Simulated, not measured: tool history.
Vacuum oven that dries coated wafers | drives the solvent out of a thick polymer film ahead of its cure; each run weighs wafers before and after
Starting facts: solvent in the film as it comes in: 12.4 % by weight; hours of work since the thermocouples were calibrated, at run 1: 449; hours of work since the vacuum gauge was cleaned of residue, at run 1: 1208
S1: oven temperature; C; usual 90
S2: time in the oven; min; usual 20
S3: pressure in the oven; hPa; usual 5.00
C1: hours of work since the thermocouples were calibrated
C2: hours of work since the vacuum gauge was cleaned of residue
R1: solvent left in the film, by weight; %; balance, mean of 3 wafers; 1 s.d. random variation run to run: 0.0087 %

Run 1, hour 0.0: usual settings; C1 449; C2 1208. Result: R1 0.814 %.
Run 2, hour 61.0: usual settings; C1 481; C2 1241. Result: R1 0.849 %.
Run 3, hour 97.6: usual settings but S3 13.87 hPa; C1 501; C2 1260. Result: R1 1.230 %.
Run 4, hour 127.5: usual settings but S3 13.87 hPa; C1 517; C2 1276. Result: R1 1.234 %.
Run 5, hour 171.8: usual settings but S3 13.87 hPa; C1 540; C2 1299. Result: R1 1.240 %.
Run 6, hour 199.4: usual settings but S2 29 min; C1 555; C2 1314. Result: R1 0.451 %.
Run 7, hour 241.0: usual settings; C1 577; C2 1336. Result: R1 0.830 %.
Run 8, hour 276.5: usual settings; C1 596; C2 1355. Result: R1 0.807 %.
Run 9, hour 326.5: usual settings but S3 3.06 hPa; C1 623; C2 1382. Result: R1 0.736 %.
Run 10, hour 388.2: usual settings but S3 3.06 hPa; C1 655; C2 1415. Result: R1 0.724 %.
Run 11, hour 452.7: usual settings but S3 3.06 hPa; C1 690; C2 1449. Result: R1 0.744 %.
Run 12, hour 490.3: usual settings but S3 5.18 hPa; C1 710; C2 1469. Result: R1 0.823 %.
At hour 495.4: oven's thermocouples calibrated.
Run 13, hour 535.6: usual settings but S3 4.85 hPa; C1 21; C2 1492. Result: R1 0.746 %.
Run 14, hour 580.3: usual settings but S3 4.85 hPa; C1 45; C2 1516. Result: R1 0.750 %.
Run 15, hour 635.7: usual settings but S3 4.85 hPa; C1 75; C2 1545. Result: R1 0.753 %.
Run 16, hour 664.3: usual settings but S1 99 C; C1 90; C2 1560. Result: R1 0.257 %.
Run 17, hour 725.1: usual settings but S1 99 C; C1 122; C2 1593. Result: R1 0.280 %.
At hour 738.2: oven's thermocouples calibrated, once more.
Run 18, hour 763.8: usual settings but S2 14 min; C1 14; C2 1612. Result: R1 1.637 %.
Run 19, hour 812.2: usual settings but S2 14 min, S3 9.86 hPa; C1 39; C2 1638. Result: R1 1.828 %.
Run 20, hour 865.3: usual settings but S2 14 min, S3 9.86 hPa; C1 68; C2 1666. Result: R1 1.824 %.
Run 21, hour 900.4: usual settings but S2 14 min, S3 9.86 hPa; C1 86; C2 1685. Result: R1 1.832 %.
Run 22, hour 951.2: usual settings but S2 14 min, S3 9.86 hPa; C1 113; C2 1712. Result: R1 1.820 %.
Run 23, hour 1012.3: usual settings but S2 29 min, S3 9.86 hPa; C1 146; C2 1744. Result: R1 0.729 %.
Run 24, hour 1064.8: usual settings but S1 102 C; C1 174; C2 1772. Result: R1 0.237 %.
Run 25, hour 1106.4: usual settings but S1 102 C, S3 4.28 hPa; C1 196; C2 1794. Result: R1 0.228 %.
Run 26, hour 1146.4: usual settings but S1 98 C, S2 17 min, S3 4.48 hPa; C1 217; C2 1816. Result: R1 0.402 %.
Run 27, hour 1175.8: usual settings but S1 98 C, S2 17 min, S3 4.48 hPa; C1 233; C2 1831. Result: R1 0.401 %.
At hour 1181.1: vacuum gauge cleaned of residue and calibrated.
Run 28, hour 1225.8: usual settings but S2 17 min, S3 6.78 hPa; C1 259; C2 24. Result: R1 1.114 %.
Run 29, hour 1271.7: usual settings but S1 92 C, S3 15.28 hPa; C1 283; C2 48. Result: R1 0.989 %.
Run 30, hour 1335.6: usual settings but S1 92 C, S3 15.28 hPa; C1 317; C2 82. Result: R1 0.974 %.
Run 31, hour 1367.6: usual settings but S1 92 C, S3 15.28 hPa; C1 334; C2 99. Result: R1 0.981 %.
Run 32, hour 1429.1: usual settings but S1 79 C, S2 27 min; C1 367; C2 132. Result: R1 1.932 %.
Run 33, hour 1481.1: usual settings but S1 79 C, S2 27 min; C1 394; C2 160. Result: R1 1.951 %.
Run 34, hour 1515.5: usual settings but S3 4.95 hPa; C1 413; C2 178. Result: R1 0.725 %.
Run 35, hour 1546.7: usual settings but S1 81 C, S2 11 min, S3 3.03 hPa; C1 429; C2 194. Result: R1 4.357 %.
Run 36, hour 1581.8: usual settings but S1 81 C, S2 11 min, S3 3.03 hPa; C1 448; C2 213. Result: R1 4.381 %.
Run 37, hour 1619.1: usual settings but S2 24 min; C1 468; C2 233. Result: R1 0.521 %.
Run 38, hour 1653.5: usual settings but S2 24 min; C1 486; C2 251. Result: R1 0.520 %.
Run 39, hour 1712.8: usual settings but S1 99 C, S2 23 min, S3 11.67 hPa; C1 518; C2 283. Result: R1 0.428 %.
Run 40, hour 1768.4: usual settings but S1 104 C, S2 16 min, S3 16.97 hPa; C1 547; C2 312. Result: R1 0.506 %.
Run 41, hour 1816.8: usual settings but S1 104 C, S2 16 min, S3 16.97 hPa; C1 573; C2 338. Result: R1 0.486 %.
Run 42, hour 1845.9: usual settings but S1 100 C, S2 14 min; C1 588; C2 354. Result: R1 0.340 %.
Run 43, hour 1905.0: usual settings but S2 12 min, S3 11.12 hPa; C1 620; C2 385. Result: R1 2.110 %.
Run 44, hour 1965.1: usual settings but S2 12 min, S3 11.12 hPa; C1 652; C2 417. Result: R1 2.086 %.

4 options for the next run, each taken on its own from the tool as it stands now. Forecast them:
Run A, hour 2028.6: usual settings but S1 96 C, S2 16 min, S3 4.65 hPa; C1 686; C2 451. Result: R1 ?.
Run B, hour 2028.6: usual settings but S1 91 C, S2 17 min, S3 6.79 hPa; C1 686; C2 451. Result: R1 ?.
Run C, hour 2028.6: usual settings but S1 95 C, S2 32 min; C1 686; C2 451. Result: R1 ?.
Run D, hour 2028.6: usual settings but S1 77 C, S3 7.00 hPa; C1 686; C2 451. Result: R1 ?.

run     R1
  A  0.446
  B  0.962
  C  0.215
  D  3.501
With the hidden condition removed and each run's random variation left untouched, the same runs would have given:
run     R1
  A  0.501
  B  1.076
  C  0.208
  D  3.747

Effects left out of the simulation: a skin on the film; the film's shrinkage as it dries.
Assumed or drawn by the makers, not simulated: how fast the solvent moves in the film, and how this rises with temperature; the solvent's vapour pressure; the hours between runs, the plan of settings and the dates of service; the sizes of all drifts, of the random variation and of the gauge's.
